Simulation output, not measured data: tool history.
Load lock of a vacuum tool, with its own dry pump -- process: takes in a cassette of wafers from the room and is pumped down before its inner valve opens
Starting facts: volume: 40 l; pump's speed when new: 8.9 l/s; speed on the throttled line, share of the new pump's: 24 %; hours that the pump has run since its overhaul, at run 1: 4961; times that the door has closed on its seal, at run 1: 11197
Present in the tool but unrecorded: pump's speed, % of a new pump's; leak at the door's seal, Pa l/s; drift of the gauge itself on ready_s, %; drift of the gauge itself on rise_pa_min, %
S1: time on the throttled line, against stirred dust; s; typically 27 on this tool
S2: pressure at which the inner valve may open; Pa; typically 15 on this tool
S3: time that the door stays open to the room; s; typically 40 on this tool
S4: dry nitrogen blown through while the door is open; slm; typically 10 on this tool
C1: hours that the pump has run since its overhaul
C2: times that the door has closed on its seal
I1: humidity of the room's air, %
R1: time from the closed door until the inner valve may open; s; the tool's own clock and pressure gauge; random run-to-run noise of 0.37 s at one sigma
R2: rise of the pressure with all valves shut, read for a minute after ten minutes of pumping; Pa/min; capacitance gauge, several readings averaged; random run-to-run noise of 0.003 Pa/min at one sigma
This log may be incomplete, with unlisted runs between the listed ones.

run    hour  S1  S2   S3  S4    C1     C2    I1    R1     R2
  1     0.0  27  15   40  10  4961  11197  46.9  63.3  0.078
  2   104.3  27  15   40  10  5065  11495  44.9  63.1  0.078
  3   174.1  27  15   40  10  5135  11694  46.3  63.2  0.086
  4   261.8  27  15   40  13  5223  11944  46.7  63.3  0.083
  5   393.4  27  15   40  13  5354  12320  41.1  63.0  0.086
  6   518.6  27  15   40  10  5480  12677  42.6  63.1  0.091
  7   644.5  27  15   40  10  5605  13037  45.1  63.7  0.096
  8   777.9  27  15   71  10  5739  13417  45.4  63.2  0.110
  9   919.1  27  15   71  10  5880  13820  46.2  63.6  0.105
 10  1028.8  20  18   28  13  5990  14134  44.6  57.8  0.097
 11  1159.4  28  14  152  23  6120  14507  47.4  65.0  0.132
 12  1230.5  24  15  193  10  6191  14709  45.8  61.2  0.157
 13  1369.7  27  15  177  10  6331  15107  45.8  63.9  0.152
 14  1463.7  27  15   42  41  6425  15375  44.1  63.8  0.105
 15  1563.9  15  18   40   5  6525  15661  44.3  54.2  0.120
 16  1684.7  15  18   40   5  6646  16006  42.7  54.7  0.124

Predict each of these 3 candidate next runs independently; none follows another, all start after run 16:
  A  1835.8  27  10  35  16  6797  16437  45.7   ?   ?
  B  1835.8  15  18  40  18  6797  16437  48.0   ?   ?
  C  1835.8  15  18  94   5  6797  16437  46.4   ?   ?

run    R1     R2
  A  66.1  0.122
  B  54.1  0.124
  C  54.2  0.148
Take away the tool's hidden state, keep each run's random variation, and the runs would have read:
run    R1     R2
  A  62.4  0.019
  B  50.3  0.019
  C  50.5  0.043

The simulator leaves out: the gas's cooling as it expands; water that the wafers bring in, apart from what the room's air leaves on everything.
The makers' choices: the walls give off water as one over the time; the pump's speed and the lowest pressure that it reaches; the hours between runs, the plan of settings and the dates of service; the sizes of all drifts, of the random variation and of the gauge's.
